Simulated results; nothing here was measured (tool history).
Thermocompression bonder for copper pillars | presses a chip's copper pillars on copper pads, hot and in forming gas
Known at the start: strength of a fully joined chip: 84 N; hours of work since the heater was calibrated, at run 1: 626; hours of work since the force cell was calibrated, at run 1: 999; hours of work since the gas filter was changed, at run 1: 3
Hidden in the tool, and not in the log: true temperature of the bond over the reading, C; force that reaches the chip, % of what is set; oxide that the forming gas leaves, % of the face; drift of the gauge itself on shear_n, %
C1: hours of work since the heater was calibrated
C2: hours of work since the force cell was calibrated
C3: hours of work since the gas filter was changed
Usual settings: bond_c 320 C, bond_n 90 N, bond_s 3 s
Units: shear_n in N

Run 1, day 0: usual settings; C1 626; C2 999; C3 3. Result: shear_n 61.1 N.
Run 2, day 0.779: usual settings but bond_n 125 N; C1 639; C2 1012; C3 16. Result: shear_n 72.5 N.
Run 3, day 1.421: usual settings but bond_s 2 s; C1 650; C2 1022; C3 26. Result: shear_n 54.5 N.
Run 4, day 2.196: usual settings but bond_s 2 s; C1 663; C2 1035; C3 39. Result: shear_n 53.6 N.
Run 5, day 2.808: usual settings; C1 673; C2 1046; C3 49. Result: shear_n 59.9 N.
Run 6, day 4.296: usual settings; C1 698; C2 1070; C3 74. Result: shear_n 58.6 N.
Run 7, day 5.571: usual settings but bond_n 71 N; C1 719; C2 1092; C3 96. Result: shear_n 47.8 N.
At day 6.25: forming gas filter changed.
At day 6.45: force cell calibrated.
Run 8, day 6.579: usual settings but bond_n 71 N; C1 734; C2 2; C3 4. Result: shear_n 51 N.
Run 9, day 7.354: usual settings but bond_c 326 C; C1 747; C2 15; C3 17. Result: shear_n 62.9 N.
Run 10, day 8.112: usual settings but bond_c 326 C; C1 760; C2 28; C3 30. Result: shear_n 61.6 N.
Run 11, day 9.275: usual settings but bond_c 326 C, bond_n 83 N; C1 779; C2 47; C3 49. Result: shear_n 58.6 N.
Run 12, day 10.45: usual settings but bond_c 326 C, bond_n 83 N; C1 799; C2 67; C3 69. Result: shear_n 59.4 N.
Run 13, day 11.683: usual settings but bond_c 326 C, bond_n 83 N; C1 819; C2 87; C3 90. Result: shear_n 56.8 N.
Run 14, day 12.467: usual settings; C1 832; C2 100; C3 103. Result: shear_n 57.6 N.
At day 12.654: forming gas filter changed.
Run 15, day 13.283: usual settings; C1 846; C2 114; C3 10. Result: shear_n 61.8 N.
Run 16, day 14.308: usual settings; C1 863; C2 131; C3 28. Result: shear_n 61.7 N.
Run 17, day 15.312: usual settings; C1 880; C2 147; C3 44. Result: shear_n 59.8 N.
At day 15.696: force cell calibrated, once more.
Run 18, day 16.646: usual settings; C1 901; C2 16; C3 66. Result: shear_n 62.4 N.
Run 19, day 17.575: usual settings; C1 916; C2 31; C3 81. Result: shear_n 61.1 N.
Run 20, day 18.917: usual settings; C1 939; C2 54; C3 103. Result: shear_n 59.8 N.
At day 19.033: forming gas filter changed.
Run 21, day 19.95: usual settings; C1 955; C2 71; C3 15. Result: shear_n 63.5 N.
Run 22, day 21.475: usual settings but bond_c 291 C, bond_n 66 N; C1 981; C2 96; C3 41. Result: shear_n 37.3 N.
Run 23, day 22.583: usual settings but bond_c 332 C, bond_n 63 N; C1 999; C2 114; C3 59. Result: shear_n 54.1 N.
Run 24, day 23.233: usual settings but bond_c 332 C, bond_n 63 N; C1 1010; C2 125; C3 70. Result: shear_n 54.7 N.
Run 25, day 24.262: usual settings but bond_c 332 C, bond_n 63 N; C1 1027; C2 142; C3 87. Result: shear_n 52.8 N.
Run 26, day 25.15: usual settings but bond_c 347 C, bond_n 107 N, bond_s 4 s; C1 1042; C2 157; C3 102. Result: shear_n 75.1 N.
At day 25.404: forming gas filter changed.
Run 27, day 26.058: usual settings but bond_c 347 C, bond_n 107 N, bond_s 4 s; C1 1057; C2 172; C3 11. Result: shear_n 78.8 N.
Run 28, day 26.817: usual settings but bond_c 314 C, bond_n 107 N, bond_s 5 s; C1 1070; C2 185; C3 24. Result: shear_n 73.7 N.
Run 29, day 27.596: usual settings but bond_c 308 C, bond_s 2 s; C1 1083; C2 198; C3 37. Result: shear_n 52.5 N.
Run 30, day 28.658: usual settings but bond_c 308 C, bond_s 2 s; C1 1100; C2 215; C3 54. Result: shear_n 51.4 N.
Run 31, day 30.088: usual settings but bond_c 303 C, bond_n 57 N; C1 1124; C2 239; C3 78. Result: shear_n 36.3 N.
Run 32, day 30.704: usual settings but bond_c 303 C, bond_n 57 N; C1 1134; C2 249; C3 88. Result: shear_n 35.5 N.
At day 31.746: forming gas filter changed.
Run 33, day 32.175: usual settings but bond_c 334 C, bond_n 70 N, bond_s 2 s; C1 1159; C2 274; C3 7. Result: shear_n 54.3 N.
Run 34, day 33.417: usual settings but bond_c 327 C, bond_s 2 s; C1 1179; C2 294; C3 28. Result: shear_n 60.9 N.
Run 35, day 34.167: usual settings but bond_c 327 C, bond_s 2 s; C1 1192; C2 307; C3 40. Result: shear_n 60.6 N.
Run 36, day 35.658: usual settings but bond_c 338 C, bond_n 99 N; C1 1217; C2 332; C3 65. Result: shear_n 72.3 N.
Run 37, day 36.325: usual settings but bond_c 338 C, bond_n 124 N; C1 1228; C2 343; C3 76. Result: shear_n 74.1 N.
Run 38, day 37.075: usual settings but bond_c 335 C, bond_n 71 N; C1 1240; C2 355; C3 89. Result: shear_n 60.1 N.

Forecast each of these 4 alternatives for the next run:
At day 38.125: forming gas filter changed.
Run A, day 38.4: usual settings but bond_c 342 C, bond_n 95 N, bond_s 2 s; C1 1262; C2 377; C3 5. Result: shear_n ?.
At day 38.125: forming gas filter changed.
Run B, day 38.4: usual settings but bond_c 297 C, bond_n 73 N, bond_s 2 s; C1 1262; C2 377; C3 5. Result: shear_n ?.
At day 38.125: forming gas filter changed.
Run C, day 38.4: usual settings but bond_c 344 C, bond_n 82 N, bond_s 2 s; C1 1262; C2 377; C3 5. Result: shear_n ?.
At day 38.125: forming gas filter changed.
Run D, day 38.4: usual settings but bond_c 335 C, bond_n 84 N, bond_s 2 s; C1 1262; C2 377; C3 5. Result: shear_n ?.

run  shear_n
  A     70.6
  B     39.3
  C     66.4
  D     62.6
Without the tool's hidden state the same runs would have given:
run  shear_n
  A     67.8
  B     35.6
  C     63.4
  D     59.3
